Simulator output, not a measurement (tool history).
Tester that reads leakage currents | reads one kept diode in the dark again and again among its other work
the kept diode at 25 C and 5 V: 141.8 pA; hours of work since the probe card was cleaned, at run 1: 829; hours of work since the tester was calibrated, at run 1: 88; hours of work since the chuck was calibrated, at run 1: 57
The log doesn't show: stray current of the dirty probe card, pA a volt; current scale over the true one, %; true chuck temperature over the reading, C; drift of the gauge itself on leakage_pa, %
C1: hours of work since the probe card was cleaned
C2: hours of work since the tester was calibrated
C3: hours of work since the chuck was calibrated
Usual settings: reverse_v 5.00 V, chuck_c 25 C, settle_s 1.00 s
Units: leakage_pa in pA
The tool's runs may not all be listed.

run 1 hour=0.0 | reverse_v=5.00 chuck_c=25 settle_s=1.00 | C1=829 C2=88 C3=57 | leakage_pa=143.61
run 2 hour=20.8 | reverse_v=5.00 chuck_c=25 settle_s=1.00 | C1=839 C2=99 C3=67 | leakage_pa=143.32
run 3 hour=57.4 | reverse_v=5.00 chuck_c=25 settle_s=1.00 | C1=858 C2=117 C3=86 | leakage_pa=143.63
run 4 hour=83.0 | reverse_v=5.00 chuck_c=25 settle_s=1.00 | C1=871 C2=130 C3=99 | leakage_pa=144.04
run 5 hour=110.6 | reverse_v=5.00 chuck_c=25 settle_s=1.00 | C1=885 C2=144 C3=113 | leakage_pa=143.67
run 6 hour=132.4 | reverse_v=5.00 chuck_c=25 settle_s=1.00 | C1=896 C2=155 C3=124 | leakage_pa=143.36
run 7 hour=167.5 | reverse_v=5.00 chuck_c=25 settle_s=1.00 | C1=914 C2=173 C3=142 | leakage_pa=143.65
run 8 hour=202.1 | reverse_v=5.00 chuck_c=25 settle_s=1.00 | C1=931 C2=191 C3=159 | leakage_pa=143.42
run 9 hour=234.0 | reverse_v=5.00 chuck_c=25 settle_s=1.00 | C1=948 C2=207 C3=175 | leakage_pa=143.76
run 10 hour=263.9 | reverse_v=5.00 chuck_c=25 settle_s=1.00 | C1=963 C2=222 C3=191 | leakage_pa=143.39
run 11 hour=285.6 | reverse_v=5.00 chuck_c=25 settle_s=1.00 | C1=974 C2=233 C3=202 | leakage_pa=143.24
run 12 hour=312.7 | reverse_v=5.00 chuck_c=25 settle_s=1.00 | C1=988 C2=247 C3=215 | leakage_pa=143.66
run 13 hour=348.5 | reverse_v=5.00 chuck_c=25 settle_s=0.43 | C1=1006 C2=265 C3=234 | leakage_pa=144.55
run 14 hour=367.1 | reverse_v=5.00 chuck_c=25 settle_s=1.91 | C1=1015 C2=274 C3=243 | leakage_pa=142.81
run 15 hour=399.0 | reverse_v=5.00 chuck_c=25 settle_s=1.91 | C1=1031 C2=291 C3=259 | leakage_pa=142.78
run 16 hour=423.0 | reverse_v=5.00 chuck_c=25 settle_s=1.91 | C1=1044 C2=303 C3=271 | leakage_pa=143.32
run 17 hour=452.3 | reverse_v=5.00 chuck_c=25 settle_s=0.61 | C1=1058 C2=318 C3=286 | leakage_pa=143.53
run 18 hour=481.3 | reverse_v=5.00 chuck_c=25 settle_s=0.61 | C1=1073 C2=332 C3=301 | leakage_pa=144.40
run 19 hour=507.4 | reverse_v=9.37 chuck_c=53 settle_s=4.88 | C1=1086 C2=346 C3=314 | leakage_pa=1314.62
run 20 hour=533.9 | reverse_v=17.37 chuck_c=25 settle_s=1.00 | C1=1100 C2=359 C3=328 | leakage_pa=252.48
run 21 hour=566.2 | reverse_v=17.37 chuck_c=48 settle_s=1.00 | C1=1116 C2=376 C3=344 | leakage_pa=1264.81
run 22 hour=582.3 | reverse_v=17.37 chuck_c=48 settle_s=1.00 | C1=1124 C2=384 C3=352 | leakage_pa=1267.56
run 23 hour=598.2 | reverse_v=3.62 chuck_c=46 settle_s=1.44 | C1=1132 C2=392 C3=360 | leakage_pa=550.06
run 24 hour=628.8 | reverse_v=3.62 chuck_c=46 settle_s=1.44 | C1=1148 C2=407 C3=376 | leakage_pa=552.66
run 25 hour=650.7 | reverse_v=8.71 chuck_c=22 settle_s=0.38 | C1=1159 C2=418 C3=387 | leakage_pa=151.51
run 26 hour=668.2 | reverse_v=10.63 chuck_c=34 settle_s=5.07 | C1=1168 C2=427 C3=396 | leakage_pa=387.75
run 27 hour=688.1 | reverse_v=10.63 chuck_c=22 settle_s=5.06 | C1=1178 C2=437 C3=406 | leakage_pa=159.35

Measured less the same run without the tool's hidden state. The same run-to-run variation is in both; the gauge's scatter may not be:
run=1 leakage_pa=+0.02
run=2 leakage_pa=+0.02
run=3 leakage_pa=+0.01
run=4 leakage_pa=+0.01
run=5 leakage_pa=+0.00
run=6 leakage_pa=+0.01
run=7 leakage_pa=+0.00
run=8 leakage_pa=-0.01
run=9 leakage_pa=-0.01
run=10 leakage_pa=-0.01
run=11 leakage_pa=-0.01
run=12 leakage_pa=-0.02
run=13 leakage_pa=-0.02
run=14 leakage_pa=-0.02
run=15 leakage_pa=-0.03
run=16 leakage_pa=-0.03
run=17 leakage_pa=-0.03
run=18 leakage_pa=-0.03
run=19 leakage_pa=-0.50
run=20 leakage_pa=+0.00
run=21 leakage_pa=-0.49
run=22 leakage_pa=-0.51
run=23 leakage_pa=-0.26
run=24 leakage_pa=-0.27
run=25 leakage_pa=-0.03
run=26 leakage_pa=-0.16
run=27 leakage_pa=-0.03
